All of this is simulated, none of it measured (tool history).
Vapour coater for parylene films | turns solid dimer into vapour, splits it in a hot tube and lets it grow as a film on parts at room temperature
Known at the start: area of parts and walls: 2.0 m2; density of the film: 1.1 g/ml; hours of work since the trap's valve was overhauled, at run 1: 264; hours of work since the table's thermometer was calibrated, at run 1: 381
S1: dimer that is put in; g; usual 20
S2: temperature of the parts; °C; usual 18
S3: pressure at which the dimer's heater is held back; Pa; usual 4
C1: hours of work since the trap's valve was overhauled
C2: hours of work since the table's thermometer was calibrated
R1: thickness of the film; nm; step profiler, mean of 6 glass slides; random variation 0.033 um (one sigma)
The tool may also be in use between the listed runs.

run,day,S1,S2,S3,C1,C2,R1
1,0,20,18,4,264,381,4300
2,1.683,20,18,4,295,411,4270
3,2.725,20,18,4,314,430,4180
4,4.788,20,18,4,351,468,4230
5,6.942,20,18,4,390,506,4160
6,8.912,20,18,4,426,542,4120
7,11.171,20,18,4,466,583,4130
8,12.238,20,18,4,486,602,4120
9,13.721,20,30,4,512,629,2280
10,15.558,20,30,4,546,662,2290
11,16.783,20,18,10.98,568,684,3640
12,18.133,13,18,4,592,709,2620
13,19.138,20,18,4,610,727,3980
# day 20.775: trap's valve overhauled
14,21.025,12,18,5.56,5,758,2540
15,22.492,10,25,2.84,31,785,1580
16,24.812,22,24,6.41,73,826,3370
17,26.133,22,24,6.41,97,850,3360
18,28.271,22,24,6.41,135,889,3390
19,30.383,19,28,6.41,174,927,2330
20,31.488,19,28,6.41,194,947,2360
21,33.35,10,28,3.9,227,981,1270
22,35.05,9,11,10.71,258,1012,2400
23,36.988,19,21,10.71,293,1047,3100
24,38.092,16,10,4,313,1067,4860
25,39.65,33,26,3.56,341,1095,4600

4 ways to go on from here, each from the tool as it stands after run 25. What would each give?
A,41.712,33,16,5.31,379,1132,?
B,41.712,33,10,3.56,379,1132,?
C,41.712,33,29,7.26,379,1132,?
D,41.712,9,13,4.85,379,1132,?

run,R1
A,7250
B,10130
C,3700
D,2280
Without the tool's hidden state the same runs would have given:
run,R1
A,7960
B,11120
C,4060
D,2500
